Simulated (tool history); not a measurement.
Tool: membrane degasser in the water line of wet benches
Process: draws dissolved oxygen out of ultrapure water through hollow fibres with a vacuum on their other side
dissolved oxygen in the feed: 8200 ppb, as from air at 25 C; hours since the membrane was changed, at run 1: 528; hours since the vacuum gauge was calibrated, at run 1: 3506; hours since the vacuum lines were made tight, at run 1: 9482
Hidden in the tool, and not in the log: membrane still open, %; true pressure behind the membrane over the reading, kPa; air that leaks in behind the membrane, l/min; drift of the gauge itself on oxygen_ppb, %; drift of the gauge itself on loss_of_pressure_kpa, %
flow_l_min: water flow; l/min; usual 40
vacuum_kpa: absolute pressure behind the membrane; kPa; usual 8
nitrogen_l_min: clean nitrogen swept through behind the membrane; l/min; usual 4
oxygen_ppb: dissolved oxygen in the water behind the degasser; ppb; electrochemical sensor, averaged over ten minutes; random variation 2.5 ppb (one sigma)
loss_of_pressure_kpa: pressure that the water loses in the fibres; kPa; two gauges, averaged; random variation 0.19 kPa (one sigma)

run	hour	flow_l_min	vacuum_kpa	nitrogen_l_min	hours since the membrane was changed	hours since the vacuum gauge was calibrated	hours since the vacuum lines were made tight	oxygen_ppb	loss_of_pressure_kpa
1	0	40	8	4	528	3506	9482	238.9	37.07
2	35.1	40	8	4	564	3541	9517	246.3	37.56
3	75.7	40	8	2.13	604	3582	9558	322.2	37.17
4	118.6	40	8	2.13	647	3625	9601	325	37.47
5	162.3	40	8	2.13	691	3668	9644	328.8	37.27
6	189	29	8	4	717	3695	9671	138.5	26.99
7	242.8	29	8	4	771	3749	9725	140	26.84
8	273.5	29	8	4	802	3780	9756	140.6	26.72
9	329.2	29	8	4	858	3835	9811	139.7	26.96
10	380.7	29	8	4	909	3887	9863	140.6	26.93
11	435.1	40	8	4	964	3941	9917	247.1	37.16
12	460.4	40	7.28	4	989	3967	9942	222.9	37.36
13	493.8	51	16.3	2.55	1022	4000	9976	751.7	47.5
14	525	44	6.6	4	1053	4031	10007	254.3	40.71
15	551	44	6.6	4	1079	4057	10033	252.1	41.1
16	597.2	44	6.6	4	1126	4103	10079	256.5	41
17	655.5	40	10.59	9.5	1184	4162	10138	208.3	37.26
18	699.9	40	10.59	9.5	1228	4206	10182	208.5	37.17
19	728.2	57	6.39	4.49	1257	4234	10210	378.4	52.94
20	782.9	26	6.13	2.77	1311	4289	10265	106.1	24.02
21	825.5	30	8	3.49	1354	4332	10308	160.7	27.79
22	855.9	39	8.49	1.63	1384	4362	10338	389.8	36.59
23	900	34	8.49	1.79	1428	4406	10382	303.4	31.56
24	943.8	30	8	6.51	1472	4450	10426	117	28.06

5 ways to go on from here, each from the tool as it stands after run 24. What would each give?
A	971	37	8	4.78	1499	4477	10453	?	?
B	971	42	12.81	3.05	1499	4477	10453	?	?
C	971	26	4.8	3.94	1499	4477	10453	?	?
D	971	50	8	4	1499	4477	10453	?	?
E	971	62	13.89	3.92	1499	4477	10453	?	?

run	oxygen_ppb	loss_of_pressure_kpa
A	197.4	34.14
B	441.2	38.89
C	65.5	24.17
D	356.3	46.75
E	677.1	57.71
Without the tool's hidden state the same runs would have given:
run	oxygen_ppb	loss_of_pressure_kpa
A	197.4	34.14
B	441.1	38.89
C	65.5	24.17
D	356.3	46.75
E	677	57.71
